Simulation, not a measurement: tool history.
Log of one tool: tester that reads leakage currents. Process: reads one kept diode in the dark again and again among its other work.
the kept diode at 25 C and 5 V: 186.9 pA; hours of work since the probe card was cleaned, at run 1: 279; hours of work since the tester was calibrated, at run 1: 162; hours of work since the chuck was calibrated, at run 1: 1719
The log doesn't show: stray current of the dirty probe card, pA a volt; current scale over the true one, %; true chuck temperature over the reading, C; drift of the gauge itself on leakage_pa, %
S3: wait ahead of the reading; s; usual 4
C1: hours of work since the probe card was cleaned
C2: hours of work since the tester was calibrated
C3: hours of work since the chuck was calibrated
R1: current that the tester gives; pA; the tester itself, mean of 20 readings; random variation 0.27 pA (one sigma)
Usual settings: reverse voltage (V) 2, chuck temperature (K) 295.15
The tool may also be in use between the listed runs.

run 1 day=0 | reverse_voltage_(V)=2 chuck_temperature_(K)=295.15 S3=4 | C1=279 C2=162 C3=1719 | R1=103.18
run 2 day=3.3 | reverse_voltage_(V)=2 chuck_temperature_(K)=295.15 S3=4 | C1=332 C2=215 C3=1772 | R1=103.57
run 3 day=6.792 | reverse_voltage_(V)=2 chuck_temperature_(K)=295.15 S3=1.17 | C1=388 C2=271 C3=1829 | R1=103.42
-- day=9.321 chuck's temperature calibrated
run 4 day=9.75 | reverse_voltage_(V)=2 chuck_temperature_(K)=318.15 S3=1.17 | C1=435 C2=318 C3=7 | R1=520.84
run 5 day=14.538 | reverse_voltage_(V)=2 chuck_temperature_(K)=318.15 S3=1.17 | C1=512 C2=395 C3=84 | R1=522.23
run 6 day=19.133 | reverse_voltage_(V)=2 chuck_temperature_(K)=318.15 S3=1.17 | C1=586 C2=469 C3=158 | R1=526.29
run 7 day=23.846 | reverse_voltage_(V)=2 chuck_temperature_(K)=318.15 S3=1.17 | C1=662 C2=545 C3=234 | R1=527.26
run 8 day=28.733 | reverse_voltage_(V)=2 chuck_temperature_(K)=295.15 S3=3.95 | C1=741 C2=624 C3=313 | R1=112.03
run 9 day=33.292 | reverse_voltage_(V)=2 chuck_temperature_(K)=295.15 S3=3.95 | C1=814 C2=697 C3=387 | R1=113.04
run 10 day=36.554 | reverse_voltage_(V)=16.95 chuck_temperature_(K)=326.15 S3=1.05 | C1=867 C2=750 C3=439 | R1=3077.88
run 11 day=38.704 | reverse_voltage_(V)=19.62 chuck_temperature_(K)=325.15 S3=4 | C1=902 C2=785 C3=474 | R1=3150.75
-- day=40.308 chuck's temperature calibrated, once more
run 12 day=43.467 | reverse_voltage_(V)=2 chuck_temperature_(K)=295.15 S3=4.63 | C1=977 C2=860 C3=51 | R1=88.02
run 13 day=45.629 | reverse_voltage_(V)=2.69 chuck_temperature_(K)=326.15 S3=0.94 | C1=1012 C2=895 C3=86 | R1=847.63
run 14 day=50.679 | reverse_voltage_(V)=2.69 chuck_temperature_(K)=326.15 S3=0.94 | C1=1093 C2=976 C3=167 | R1=851.36
run 15 day=55.079 | reverse_voltage_(V)=2.69 chuck_temperature_(K)=328.15 S3=0.94 | C1=1164 C2=1047 C3=238 | R1=960.67
run 16 day=57.838 | reverse_voltage_(V)=15.41 chuck_temperature_(K)=297.15 S3=2.2 | C1=1209 C2=1092 C3=283 | R1=348.47

3 ways to go on from here, each from the tool as it stands after run 16. What would each give?
run A day=60.792 | reverse_voltage_(V)=4.1 chuck_temperature_(K)=324.15 S3=3.38 | C1=1256 C2=1139 C3=330 | R1=?
run B day=60.792 | reverse_voltage_(V)=9.67 chuck_temperature_(K)=317.15 S3=4 | C1=1256 C2=1139 C3=330 | R1=?
run C day=60.792 | reverse_voltage_(V)=7.39 chuck_temperature_(K)=297.15 S3=0.84 | C1=1256 C2=1139 C3=330 | R1=?

run=A R1=968.11
run=B R1=1042.63
run=C R1=225.78
Without the tool's hidden state the same runs would have given:
run=A R1=946.35
run=B R1=1016.83
run=C R1=218.28

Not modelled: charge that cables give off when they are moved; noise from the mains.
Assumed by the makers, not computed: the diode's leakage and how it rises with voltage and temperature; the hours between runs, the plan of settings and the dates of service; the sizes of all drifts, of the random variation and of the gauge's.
